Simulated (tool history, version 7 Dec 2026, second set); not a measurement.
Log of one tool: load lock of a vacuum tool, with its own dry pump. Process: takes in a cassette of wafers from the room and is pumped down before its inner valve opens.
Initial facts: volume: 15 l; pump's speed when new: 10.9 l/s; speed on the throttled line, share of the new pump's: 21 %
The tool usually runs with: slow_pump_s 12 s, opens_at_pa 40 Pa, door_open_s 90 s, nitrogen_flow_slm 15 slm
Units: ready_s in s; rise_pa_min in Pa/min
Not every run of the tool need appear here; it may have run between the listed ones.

run	day	slow_pump_s	opens_at_pa	door_open_s	nitrogen_flow_slm	incoming humidity of the room's air, %	ready_s	rise_pa_min
1	0.000	12	40	90	15	44.7	20.3	0.082
2	3.921	12	40	90	17	48.1	20.4	0.080
3	6.946	12	40	90	15	41.5	19.8	0.074
4	9.054	12	40	90	15	45.5	20.1	0.083
5	12.621	12	40	90	15	44.3	20.0	0.078
6	15.300	12	75	90	15	45.0	19.2	0.081
7	17.050	12	75	90	15	42.5	19.7	0.079
8	19.404	12	40	90	7	46.3	20.5	0.105
9	21.479	12	40	90	7	47.7	20.2	0.111
10	24.358	12	40	90	7	48.1	20.3	0.106

Each row is a separate what-if for the run after 10, all from the same tool condition, not one after another. Results?
A	26.875	8	40	27	27	44.1	?	?
B	26.875	23	40	77	12	45.1	?	?
C	26.875	12	40	233	24	48.1	?	?
D	26.875	11	60	167	7	42.4	?	?
E	26.875	18	41	90	17	47.6	?	?

run	ready_s	rise_pa_min
A	17.3	0.044
B	28.8	0.087
C	20.3	0.105
D	19.0	0.127
E	24.8	0.077
Without the tool's hidden state the same runs would have given:
run	ready_s	rise_pa_min
A	17.4	0.038
B	28.9	0.081
C	20.4	0.099
D	19.0	0.121
E	24.8	0.071
